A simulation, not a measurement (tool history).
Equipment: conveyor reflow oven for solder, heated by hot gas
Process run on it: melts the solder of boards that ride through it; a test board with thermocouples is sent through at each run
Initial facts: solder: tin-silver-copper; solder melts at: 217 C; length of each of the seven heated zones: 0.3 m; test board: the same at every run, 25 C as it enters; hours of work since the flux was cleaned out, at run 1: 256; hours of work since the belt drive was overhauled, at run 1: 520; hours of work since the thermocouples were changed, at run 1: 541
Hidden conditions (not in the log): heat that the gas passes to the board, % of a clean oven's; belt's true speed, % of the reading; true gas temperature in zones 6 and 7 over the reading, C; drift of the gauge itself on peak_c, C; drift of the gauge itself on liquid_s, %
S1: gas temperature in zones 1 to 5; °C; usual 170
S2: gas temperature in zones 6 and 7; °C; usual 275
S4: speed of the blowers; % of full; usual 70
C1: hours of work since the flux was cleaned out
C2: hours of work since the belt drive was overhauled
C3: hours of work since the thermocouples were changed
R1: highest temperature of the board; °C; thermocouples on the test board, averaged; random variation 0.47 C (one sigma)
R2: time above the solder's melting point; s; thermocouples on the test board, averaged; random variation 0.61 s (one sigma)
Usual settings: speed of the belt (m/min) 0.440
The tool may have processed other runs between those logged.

{"run": 1, "hour": 0.0, "S1": 170, "S2": 275, "speed of the belt (m/min)": 0.44, "S4": 70, "C1": 256, "C2": 520, "C3": 541, "R1": 249.6, "R2": 56.2}
{"run": 2, "hour": 24.6, "S1": 170, "S2": 275, "speed of the belt (m/min)": 0.44, "S4": 70, "C1": 267, "C2": 530, "C3": 551, "R1": 250.3, "R2": 56.2}
{"run": 3, "hour": 53.5, "S1": 170, "S2": 275, "speed of the belt (m/min)": 0.44, "S4": 70, "C1": 279, "C2": 543, "C3": 564, "R1": 249.7, "R2": 53.9}
{"hour": 84.5, "done": "flux residue cleaned out of gas plates and filters"}
{"run": 4, "hour": 91.8, "S1": 170, "S2": 289, "speed of the belt (m/min)": 0.44, "S4": 70, "C1": 3, "C2": 557, "C3": 578, "R1": 257.5, "R2": 61.5}
{"run": 5, "hour": 112.5, "S1": 170, "S2": 289, "speed of the belt (m/min)": 0.44, "S4": 70, "C1": 12, "C2": 565, "C3": 587, "R1": 257.0, "R2": 61.1}
{"run": 6, "hour": 128.5, "S1": 170, "S2": 289, "speed of the belt (m/min)": 0.44, "S4": 70, "C1": 19, "C2": 572, "C3": 593, "R1": 257.2, "R2": 61.0}
{"run": 7, "hour": 147.2, "S1": 170, "S2": 275, "speed of the belt (m/min)": 0.44, "S4": 70, "C1": 27, "C2": 580, "C3": 601, "R1": 245.9, "R2": 51.9}
{"hour": 168.8, "done": "flux residue cleaned out of gas plates and filters, once more"}
{"run": 8, "hour": 171.4, "S1": 170, "S2": 275, "speed of the belt (m/min)": 0.44, "S4": 70, "C1": 1, "C2": 588, "C3": 609, "R1": 252.2, "R2": 59.7}
{"run": 9, "hour": 206.6, "S1": 171, "S2": 275, "speed of the belt (m/min)": 0.44, "S4": 70, "C1": 16, "C2": 603, "C3": 624, "R1": 253.9, "R2": 60.1}
{"run": 10, "hour": 240.4, "S1": 171, "S2": 275, "speed of the belt (m/min)": 0.44, "S4": 70, "C1": 30, "C2": 618, "C3": 639, "R1": 253.3, "R2": 59.8}
{"run": 11, "hour": 264.2, "S1": 171, "S2": 275, "speed of the belt (m/min)": 0.44, "S4": 70, "C1": 40, "C2": 628, "C3": 649, "R1": 252.3, "R2": 58.6}
{"run": 12, "hour": 297.6, "S1": 171, "S2": 275, "speed of the belt (m/min)": 0.44, "S4": 70, "C1": 55, "C2": 642, "C3": 663, "R1": 253.4, "R2": 59.4}
{"run": 13, "hour": 327.0, "S1": 170, "S2": 275, "speed of the belt (m/min)": 0.369, "S4": 70, "C1": 67, "C2": 654, "C3": 675, "R1": 259.0, "R2": 77.7}
{"run": 14, "hour": 362.9, "S1": 170, "S2": 275, "speed of the belt (m/min)": 0.44, "S4": 70, "C1": 82, "C2": 670, "C3": 691, "R1": 252.2, "R2": 59.4}
{"run": 15, "hour": 390.3, "S1": 170, "S2": 275, "speed of the belt (m/min)": 0.44, "S4": 70, "C1": 94, "C2": 681, "C3": 702, "R1": 252.6, "R2": 58.3}
{"run": 16, "hour": 423.3, "S1": 168, "S2": 276, "speed of the belt (m/min)": 0.391, "S4": 66, "C1": 108, "C2": 695, "C3": 716, "R1": 255.7, "R2": 70.2}
{"run": 17, "hour": 455.5, "S1": 159, "S2": 288, "speed of the belt (m/min)": 0.44, "S4": 70, "C1": 122, "C2": 709, "C3": 730, "R1": 260.0, "R2": 60.1}
{"run": 18, "hour": 490.2, "S1": 159, "S2": 288, "speed of the belt (m/min)": 0.44, "S4": 70, "C1": 136, "C2": 724, "C3": 745, "R1": 259.2, "R2": 60.5}
{"run": 19, "hour": 524.8, "S1": 159, "S2": 288, "speed of the belt (m/min)": 0.44, "S4": 70, "C1": 151, "C2": 738, "C3": 759, "R1": 259.8, "R2": 59.8}
{"run": 20, "hour": 553.0, "S1": 170, "S2": 272, "speed of the belt (m/min)": 0.44, "S4": 62, "C1": 163, "C2": 750, "C3": 771, "R1": 246.5, "R2": 52.4}
{"run": 21, "hour": 582.0, "S1": 170, "S2": 282, "speed of the belt (m/min)": 0.447, "S4": 62, "C1": 175, "C2": 763, "C3": 784, "R1": 253.4, "R2": 57.2}
{"run": 22, "hour": 604.9, "S1": 170, "S2": 282, "speed of the belt (m/min)": 0.447, "S4": 62, "C1": 185, "C2": 772, "C3": 793, "R1": 252.8, "R2": 57.4}
{"run": 23, "hour": 639.9, "S1": 155, "S2": 288, "speed of the belt (m/min)": 0.519, "S4": 54, "C1": 200, "C2": 787, "C3": 808, "R1": 240.1, "R2": 33.9}
{"run": 24, "hour": 671.6, "S1": 155, "S2": 288, "speed of the belt (m/min)": 0.519, "S4": 54, "C1": 213, "C2": 801, "C3": 822, "R1": 239.8, "R2": 32.4}
{"run": 25, "hour": 706.2, "S1": 175, "S2": 282, "speed of the belt (m/min)": 0.472, "S4": 54, "C1": 228, "C2": 815, "C3": 836, "R1": 248.2, "R2": 50.9}
{"run": 26, "hour": 725.8, "S1": 163, "S2": 281, "speed of the belt (m/min)": 0.511, "S4": 54, "C1": 236, "C2": 824, "C3": 845, "R1": 239.1, "R2": 34.1}
{"run": 27, "hour": 743.7, "S1": 163, "S2": 281, "speed of the belt (m/min)": 0.511, "S4": 54, "C1": 244, "C2": 831, "C3": 852, "R1": 238.6, "R2": 34.1}
{"run": 28, "hour": 770.0, "S1": 158, "S2": 281, "speed of the belt (m/min)": 0.511, "S4": 54, "C1": 255, "C2": 842, "C3": 863, "R1": 236.9, "R2": 29.9}
{"run": 29, "hour": 806.7, "S1": 170, "S2": 275, "speed of the belt (m/min)": 0.44, "S4": 59, "C1": 271, "C2": 858, "C3": 879, "R1": 246.1, "R2": 51.7}
{"run": 30, "hour": 837.6, "S1": 170, "S2": 269, "speed of the belt (m/min)": 0.44, "S4": 89, "C1": 284, "C2": 871, "C3": 892, "R1": 250.1, "R2": 56.6}

Forecast each of these 4 alternatives for the next run:
{"hour": 858.3, "done": "flux residue cleaned out of gas plates and filters"}
{"run": "A", "hour": 877.2, "S1": 170, "S2": 275, "speed of the belt (m/min)": 0.44, "S4": 64, "C1": 8, "C2": 886, "C3": 907, "R1": "?", "R2": "?"}
{"hour": 858.3, "done": "flux residue cleaned out of gas plates and filters"}
{"run": "B", "hour": 877.2, "S1": 159, "S2": 275, "speed of the belt (m/min)": 0.452, "S4": 70, "C1": 8, "C2": 886, "C3": 907, "R1": "?", "R2": "?"}
{"hour": 858.3, "done": "flux residue cleaned out of gas plates and filters"}
{"run": "C", "hour": 877.2, "S1": 181, "S2": 272, "speed of the belt (m/min)": 0.44, "S4": 76, "C1": 8, "C2": 886, "C3": 907, "R1": "?", "R2": "?"}
{"hour": 858.3, "done": "flux residue cleaned out of gas plates and filters"}
{"run": "D", "hour": 877.2, "S1": 161, "S2": 287, "speed of the belt (m/min)": 0.44, "S4": 82, "C1": 8, "C2": 886, "C3": 907, "R1": "?", "R2": "?"}

run=A R1=252.0 R2=56.9
run=B R1=250.0 R2=52.7
run=C R1=255.0 R2=66.3
run=D R1=265.9 R2=66.0
Without the tool's hidden state the same runs would have given:
run=A R1=249.7 R2=54.2
run=B R1=247.8 R2=50.0
run=C R1=252.8 R2=63.7
run=D R1=263.6 R2=63.6
